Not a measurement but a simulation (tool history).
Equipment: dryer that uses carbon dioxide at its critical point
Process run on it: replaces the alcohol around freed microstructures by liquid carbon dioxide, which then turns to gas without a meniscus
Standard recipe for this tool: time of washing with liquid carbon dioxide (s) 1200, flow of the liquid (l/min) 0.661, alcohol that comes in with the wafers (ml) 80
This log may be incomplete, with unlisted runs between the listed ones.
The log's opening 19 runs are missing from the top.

run	hour	time of washing with liquid carbon dioxide (s)	flow of the liquid (l/min)	alcohol that comes in with the wafers (ml)	hours of work since the filter was changed	hours of work since the purifier's bed was changed	alcohol left in the vessel before it's heated (ppm by volume)
# hour 521.6: inlet filter changed
20	527	1920	0.661	88	2	349	35
21	562.7	1500	1.04	22	19	365	30
22	587.9	1560	0.713	75	30	376	51
23	616	1560	0.713	75	43	389	49
24	651.1	1560	0.713	75	59	405	48
25	673.3	1560	0.713	75	69	415	55
26	712.5	1140	0.661	108	86	433	287
27	742.5	1140	0.99	95	100	446	45
28	774.6	780	0.936	80	115	461	268
29	794.3	1620	0.874	40	123	470	42
30	824	1620	0.52	40	137	483	105
31	857.6	1380	0.661	80	152	498	130
32	886.1	1380	0.661	80	165	511	126
33	909.9	1380	0.661	80	176	522	144
34	928.6	1380	0.661	80	184	530	137

Forecast each of these 3 alternatives for the next run:
A	965.6	780	0.661	80	201	547	?
B	965.6	1500	0.496	80	201	547	?
C	965.6	1440	0.601	49	201	547	?

run	alcohol left in the vessel before it's heated (ppm by volume)
A	1451
B	366
C	132
The same runs, with their run-to-run variation unchanged, on a tool lacking any hidden condition would have given:
run	alcohol left in the vessel before it's heated (ppm by volume)
A	793
B	140
C	34
